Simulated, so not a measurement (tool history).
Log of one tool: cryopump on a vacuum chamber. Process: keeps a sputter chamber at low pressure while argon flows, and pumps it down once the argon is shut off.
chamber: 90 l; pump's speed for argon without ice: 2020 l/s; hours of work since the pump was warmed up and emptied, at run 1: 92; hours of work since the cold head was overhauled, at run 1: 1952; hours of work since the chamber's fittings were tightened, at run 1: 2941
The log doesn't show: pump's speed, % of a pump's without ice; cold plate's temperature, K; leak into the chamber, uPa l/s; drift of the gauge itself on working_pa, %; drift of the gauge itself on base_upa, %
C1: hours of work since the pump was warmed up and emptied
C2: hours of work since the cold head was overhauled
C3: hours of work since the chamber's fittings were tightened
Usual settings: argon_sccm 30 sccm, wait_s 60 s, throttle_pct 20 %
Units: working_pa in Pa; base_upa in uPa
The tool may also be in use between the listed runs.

{"run": 1, "hour": 0.0, "argon_sccm": 30, "wait_s": 60, "throttle_pct": 20, "C1": 92, "C2": 1952, "C3": 2941, "working_pa": 0.1272, "base_upa": 1.55}
{"run": 2, "hour": 27.5, "argon_sccm": 30, "wait_s": 60, "throttle_pct": 20, "C1": 114, "C2": 1974, "C3": 2963, "working_pa": 0.126, "base_upa": 1.59}
{"run": 3, "hour": 63.9, "argon_sccm": 30, "wait_s": 60, "throttle_pct": 20, "C1": 143, "C2": 2003, "C3": 2992, "working_pa": 0.1281, "base_upa": 1.59}
{"run": 4, "hour": 123.5, "argon_sccm": 30, "wait_s": 60, "throttle_pct": 20, "C1": 191, "C2": 2051, "C3": 3040, "working_pa": 0.1268, "base_upa": 1.68}
{"hour": 146.0, "done": "leaking fittings of the chamber tightened, without venting"}
{"run": 5, "hour": 160.3, "argon_sccm": 30, "wait_s": 60, "throttle_pct": 20, "C1": 219, "C2": 2079, "C3": 11, "working_pa": 0.1277, "base_upa": 1.08}
{"run": 6, "hour": 187.4, "argon_sccm": 30, "wait_s": 157, "throttle_pct": 20, "C1": 240, "C2": 2100, "C3": 33, "working_pa": 0.1285, "base_upa": 0.52}
{"run": 7, "hour": 228.4, "argon_sccm": 30, "wait_s": 157, "throttle_pct": 30, "C1": 273, "C2": 2133, "C3": 66, "working_pa": 0.0865, "base_upa": 0.54}
{"run": 8, "hour": 266.9, "argon_sccm": 30, "wait_s": 157, "throttle_pct": 30, "C1": 304, "C2": 2164, "C3": 96, "working_pa": 0.0858, "base_upa": 0.54}
{"run": 9, "hour": 317.9, "argon_sccm": 30, "wait_s": 157, "throttle_pct": 30, "C1": 344, "C2": 2204, "C3": 137, "working_pa": 0.087, "base_upa": 0.55}
{"run": 10, "hour": 365.2, "argon_sccm": 30, "wait_s": 157, "throttle_pct": 30, "C1": 382, "C2": 2242, "C3": 175, "working_pa": 0.0874, "base_upa": 0.52}
{"run": 11, "hour": 392.2, "argon_sccm": 30, "wait_s": 34, "throttle_pct": 20, "C1": 404, "C2": 2263, "C3": 196, "working_pa": 0.129, "base_upa": 1.84}
{"run": 12, "hour": 430.1, "argon_sccm": 30, "wait_s": 60, "throttle_pct": 60, "C1": 434, "C2": 2294, "C3": 227, "working_pa": 0.0458, "base_upa": 1.14}
{"run": 13, "hour": 485.9, "argon_sccm": 30, "wait_s": 60, "throttle_pct": 60, "C1": 478, "C2": 2338, "C3": 271, "working_pa": 0.045, "base_upa": 1.15}
{"run": 14, "hour": 523.5, "argon_sccm": 30, "wait_s": 60, "throttle_pct": 38, "C1": 508, "C2": 2368, "C3": 301, "working_pa": 0.0709, "base_upa": 1.15}
{"run": 15, "hour": 557.8, "argon_sccm": 30, "wait_s": 60, "throttle_pct": 38, "C1": 536, "C2": 2396, "C3": 328, "working_pa": 0.0708, "base_upa": 1.17}
{"run": 16, "hour": 610.6, "argon_sccm": 30, "wait_s": 60, "throttle_pct": 38, "C1": 578, "C2": 2438, "C3": 370, "working_pa": 0.0719, "base_upa": 1.15}
{"run": 17, "hour": 663.0, "argon_sccm": 15, "wait_s": 60, "throttle_pct": 30, "C1": 619, "C2": 2479, "C3": 412, "working_pa": 0.0454, "base_upa": 1.19}
{"run": 18, "hour": 699.0, "argon_sccm": 35, "wait_s": 107, "throttle_pct": 21, "C1": 648, "C2": 2508, "C3": 441, "working_pa": 0.1474, "base_upa": 0.79}
{"run": 19, "hour": 736.9, "argon_sccm": 30, "wait_s": 33, "throttle_pct": 40, "C1": 678, "C2": 2538, "C3": 471, "working_pa": 0.0689, "base_upa": 1.99}
{"run": 20, "hour": 780.1, "argon_sccm": 23, "wait_s": 46, "throttle_pct": 35, "C1": 713, "C2": 2573, "C3": 506, "working_pa": 0.06, "base_upa": 1.49}
{"run": 21, "hour": 805.2, "argon_sccm": 37, "wait_s": 100, "throttle_pct": 48, "C1": 733, "C2": 2593, "C3": 526, "working_pa": 0.0729, "base_upa": 0.87}
{"run": 22, "hour": 841.2, "argon_sccm": 19, "wait_s": 100, "throttle_pct": 50, "C1": 761, "C2": 2621, "C3": 554, "working_pa": 0.0357, "base_upa": 0.92}

Forecast each of these 4 alternatives for the next run:
{"run": "A", "hour": 886.4, "argon_sccm": 30, "wait_s": 36, "throttle_pct": 23, "C1": 797, "C2": 2657, "C3": 590, "working_pa": "?", "base_upa": "?"}
{"run": "B", "hour": 886.4, "argon_sccm": 30, "wait_s": 98, "throttle_pct": 20, "C1": 797, "C2": 2657, "C3": 590, "working_pa": "?", "base_upa": "?"}
{"run": "C", "hour": 886.4, "argon_sccm": 44, "wait_s": 68, "throttle_pct": 18, "C1": 797, "C2": 2657, "C3": 590, "working_pa": "?", "base_upa": "?"}
{"run": "D", "hour": 886.4, "argon_sccm": 18, "wait_s": 100, "throttle_pct": 50, "C1": 797, "C2": 2657, "C3": 590, "working_pa": "?", "base_upa": "?"}

run=A working_pa=0.1175 base_upa=1.88
run=B working_pa=0.1331 base_upa=0.89
run=C working_pa=0.2162 base_upa=1.18
run=D working_pa=0.0352 base_upa=0.84
Without the tool's hidden state the same runs would have given:
run=A working_pa=0.1099 base_upa=1.71
run=B working_pa=0.1255 base_upa=0.73
run=C working_pa=0.205 base_upa=1.01
run=D working_pa=0.0306 base_upa=0.68
